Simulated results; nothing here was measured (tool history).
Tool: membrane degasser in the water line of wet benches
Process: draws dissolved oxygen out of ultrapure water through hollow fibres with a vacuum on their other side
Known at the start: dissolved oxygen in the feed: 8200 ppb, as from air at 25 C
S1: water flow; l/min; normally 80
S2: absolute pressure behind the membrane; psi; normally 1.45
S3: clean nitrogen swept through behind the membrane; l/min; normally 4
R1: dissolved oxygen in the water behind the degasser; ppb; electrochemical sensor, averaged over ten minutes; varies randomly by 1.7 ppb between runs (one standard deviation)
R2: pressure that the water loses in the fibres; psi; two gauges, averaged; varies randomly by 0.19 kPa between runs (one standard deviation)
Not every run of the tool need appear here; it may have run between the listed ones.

run    hour   S1    S2     S3      R1     R2
  1       0   80  1.45      4   310.6  5.414
  2    31.3   80  1.45      4   309.4  5.406
  3    69.4   80  1.45      4   311.8  5.395
  4   116.4   80  1.45      4   306.5  5.385
  5   170.6   80  1.45      4   310.6   5.42
  6   221.3   80  1.45      4   310.6  5.413
  7   260.1   80  1.45      4   310.4  5.368
  8   320.4   80  1.45      4   311.8  5.391
  9   374.2   80  1.45      4   308.9  5.356
 10   428.2   80  1.45      4   309.7  5.413
 11   464.6   80  1.45      4   310.9  5.343
 12     524   80  1.45      4   313.5   5.41
 13   568.1   51  1.45      4   200.1  3.433
 14   621.5   51  1.45      4   200.1  3.501
 15   676.9   80  1.45      4     313   5.41
 16     710   80  1.45      4   312.6  5.433
      713.4  -- vacuum gauge calibrated
 17   762.5  117  1.45      4   484.8  7.945
 18     800   99  1.45      4   397.2  6.688
 19   829.8   99  1.45      4   398.7  6.756
 20   856.2   99  1.45      4   396.5  6.766
      880.2  -- vacuum gauge calibrated, once more
 21   908.3   99  1.45      4   389.9  6.741
 22   955.4   91  1.15   10.1   126.9  6.195
 23  1002.7   63  1.62   9.28   133.3   4.28
 24  1029.6   63  1.62   9.28     132   4.25
 25  1076.9   80  2.41  10.64   250.3  5.445
 26  1119.2   80  2.41  10.64   250.2  5.422
 27  1157.7   80  2.41  10.64   249.5  5.466
 28  1208.1   80  2.06   7.23   292.7  5.414
 29  1257.5  115  1.45   2.25   696.5  7.873
 30  1305.9  115  1.45   2.25   690.5  7.835
 31  1332.1   75  3.12   2.25  1127.9  5.073
 32  1381.4   75  3.12   2.25    1131  5.088
     1409.2  -- seals of the vacuum lines changed
 33  1417.4   55  3.07  10.74   217.9  3.732

Below are 3 alternative next runs, each starting from the tool's condition after run 33. Predict each:
  A  1452.3  80  1.45   5.04   ?   ?
  B  1452.3  78  3.07  10.74   ?   ?
  C  1452.3  98  1.58   5.34   ?   ?

run     R1     R2
  A  252.9  5.461
  B  315.7  5.337
  C  341.6  6.675
Without the tool's hidden state the same runs would have given:
run     R1     R2
  A  251.7  5.304
  B  314.1  5.184
  C  337.5  6.483
